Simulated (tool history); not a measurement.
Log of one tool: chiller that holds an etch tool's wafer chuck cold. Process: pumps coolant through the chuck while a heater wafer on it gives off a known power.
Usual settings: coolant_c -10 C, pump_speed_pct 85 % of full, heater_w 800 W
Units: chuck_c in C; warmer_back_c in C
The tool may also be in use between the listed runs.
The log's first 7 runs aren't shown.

run    hour  coolant_c  pump_speed_pct  heater_w  hours since the coolant was changed and the channels were flushed  hours since the pump was overhauled  hours since the chiller's thermometer was calibrated  chuck_c  warmer_back_c
  8   609.9        -10              85       922                                                                257                                 2219                                                  4036     -3.8           1.90
      718.7  -- chiller's thermometer calibrated
  9   718.7        -10              85       800                                                                365                                 2327                                                     0     -4.6           1.66
 10   845.0        -18              85       800                                                                491                                 2453                                                   126    -12.7           1.65
 11   922.4        -10              85       800                                                                569                                 2530                                                   204     -4.7           1.65
 12   982.7        -10              85       800                                                                629                                 2591                                                   264     -5.0           1.65
 13  1106.4        -10              85       800                                                                753                                 2714                                                   388     -5.0           1.67
 14  1227.2        -10              85       800                                                                873                                 2835                                                   508     -4.8           1.62
 15  1344.5        -10              85       800                                                                991                                 2953                                                   626     -4.8           1.64
 16  1461.5        -10              85       800                                                               1108                                 3070                                                   743     -4.9           1.64
 17  1561.6        -10              97       512                                                               1208                                 3170                                                   843     -7.0           0.90

Run 18 comes next. What will it give?
 18  1695.0        -10              85      1023                                                               1341                                 3303                                                   976        ?              ?

Run 18 gave chuck_c -3.3 C, warmer_back_c 2.11 C.
Without the tool's hidden state the same run would have given chuck_c -3.4 C, warmer_back_c 2.10 C.

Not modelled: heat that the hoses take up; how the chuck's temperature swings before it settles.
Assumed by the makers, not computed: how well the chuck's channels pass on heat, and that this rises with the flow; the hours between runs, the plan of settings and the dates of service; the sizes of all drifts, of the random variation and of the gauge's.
